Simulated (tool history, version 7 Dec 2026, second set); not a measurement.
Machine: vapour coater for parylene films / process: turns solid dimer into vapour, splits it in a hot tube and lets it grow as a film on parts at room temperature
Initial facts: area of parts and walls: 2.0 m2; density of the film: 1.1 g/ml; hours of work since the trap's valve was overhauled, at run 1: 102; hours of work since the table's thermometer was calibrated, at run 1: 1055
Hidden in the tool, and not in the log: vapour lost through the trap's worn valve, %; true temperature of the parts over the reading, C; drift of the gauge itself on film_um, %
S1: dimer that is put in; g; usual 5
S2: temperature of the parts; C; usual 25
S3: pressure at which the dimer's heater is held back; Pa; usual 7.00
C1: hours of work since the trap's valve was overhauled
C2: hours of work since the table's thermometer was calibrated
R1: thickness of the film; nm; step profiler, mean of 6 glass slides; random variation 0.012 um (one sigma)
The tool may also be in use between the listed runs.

run 1 day=0.000 | S1=5 S2=25 S3=7.00 | C1=102 C2=1055 | R1=1340
run 2 day=0.962 | S1=5 S2=25 S3=7.00 | C1=122 C2=1076 | R1=1310
run 3 day=3.121 | S1=5 S2=25 S3=7.00 | C1=169 C2=1123 | R1=1320
run 4 day=5.075 | S1=5 S2=25 S3=7.00 | C1=211 C2=1165 | R1=1320
run 5 day=6.071 | S1=5 S2=24 S3=7.00 | C1=233 C2=1186 | R1=1370
run 6 day=7.062 | S1=5 S2=24 S3=7.00 | C1=254 C2=1208 | R1=1370
run 7 day=8.658 | S1=5 S2=24 S3=7.00 | C1=289 C2=1242 | R1=1360
run 8 day=10.654 | S1=5 S2=24 S3=7.00 | C1=332 C2=1285 | R1=1350
run 9 day=12.775 | S1=5 S2=17 S3=7.00 | C1=377 C2=1331 | R1=1860
run 10 day=14.717 | S1=5 S2=25 S3=7.00 | C1=419 C2=1373 | R1=1270
-- day=16.738 trap's valve overhauled
run 11 day=16.738 | S1=5 S2=25 S3=7.00 | C1=0 C2=1413 | R1=1380
run 12 day=18.412 | S1=4 S2=25 S3=7.00 | C1=36 C2=1449 | R1=1080
run 13 day=20.304 | S1=5 S2=28 S3=7.00 | C1=77 C2=1490 | R1=1150
run 14 day=22.233 | S1=5 S2=28 S3=7.00 | C1=119 C2=1532 | R1=1180
run 15 day=24.217 | S1=5 S2=25 S3=3.86 | C1=161 C2=1575 | R1=1500
run 16 day=26.033 | S1=3 S2=25 S3=7.00 | C1=201 C2=1614 | R1=790
run 17 day=27.338 | S1=3 S2=25 S3=7.00 | C1=229 C2=1642 | R1=800
run 18 day=29.617 | S1=5 S2=25 S3=7.00 | C1=278 C2=1691 | R1=1330
run 19 day=31.962 | S1=5 S2=25 S3=7.00 | C1=329 C2=1742 | R1=1310
run 20 day=33.829 | S1=5 S2=25 S3=4.49 | C1=369 C2=1782 | R1=1440
run 21 day=35.346 | S1=4 S2=25 S3=5.09 | C1=402 C2=1815 | R1=1120

For run 22, what comes out?
-- day=35.529 table's thermometer calibrated
run 22 day=37.704 | S1=8 S2=28 S3=11.08 | C1=452 C2=47 | R1=?

R1: 1640 nm
Were there no unlogged condition in the tool, this run, its random variation unchanged, would have produced R1 1630 nm.
